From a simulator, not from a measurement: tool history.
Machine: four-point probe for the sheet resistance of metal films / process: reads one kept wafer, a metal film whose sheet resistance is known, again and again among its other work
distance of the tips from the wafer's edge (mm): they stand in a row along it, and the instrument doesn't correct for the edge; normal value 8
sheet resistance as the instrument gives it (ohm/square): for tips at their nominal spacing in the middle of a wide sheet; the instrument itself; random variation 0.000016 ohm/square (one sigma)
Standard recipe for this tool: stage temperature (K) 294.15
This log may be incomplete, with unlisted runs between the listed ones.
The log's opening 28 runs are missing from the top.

run	hour	stage temperature (K)	distance of the tips from the wafer's edge (mm)	touches since the probe head was changed	hours of work since the stage's thermometer was calibrated	sheet resistance as the instrument gives it (ohm/square)
29	1437.2	302.15	12	50946	333	0.080858
30	1477.3	293.15	47	52551	358	0.080439
31	1523.5	302.15	74	54394	387	0.080358
32	1567.8	295.15	14	56161	415	0.08071
33	1634.8	299.15	3	58839	457	0.087353
34	1674.8	299.15	3	60435	482	0.087328
35	1739.4	299.15	3	63015	522	0.087305
36	1807.2	299.15	3	65722	565	0.087249
37	1876.1	293.15	3	68474	608	0.087258
38	1943.4	293.15	3	71161	650	0.087239
39	1975.4	302.15	7	72436	670	0.08159
40	2013.9	302.15	7	73973	694	0.081596
41	2078.1	303.15	16	76536	734	0.080423
42	2118.7	306.15	63	78161	760	0.080162
43	2167.4	293.15	5	80103	790	0.08284
44	2228.2	308.15	53	82532	828	0.08012

Predict each of these 3 candidate next runs independently; none follows another, all start after run 44:
A	2274	293.15	12	84360	857	?
B	2274	308.15	17	84360	857	?
C	2274	297.15	5	84360	857	?

run	sheet resistance as the instrument gives it (ohm/square)
A	0.080589
B	0.080342
C	0.082789
Take away the tool's hidden state, keep each run's random variation, and the runs would have read:
run	sheet resistance as the instrument gives it (ohm/square)
A	0.081387
B	0.081133
C	0.083606
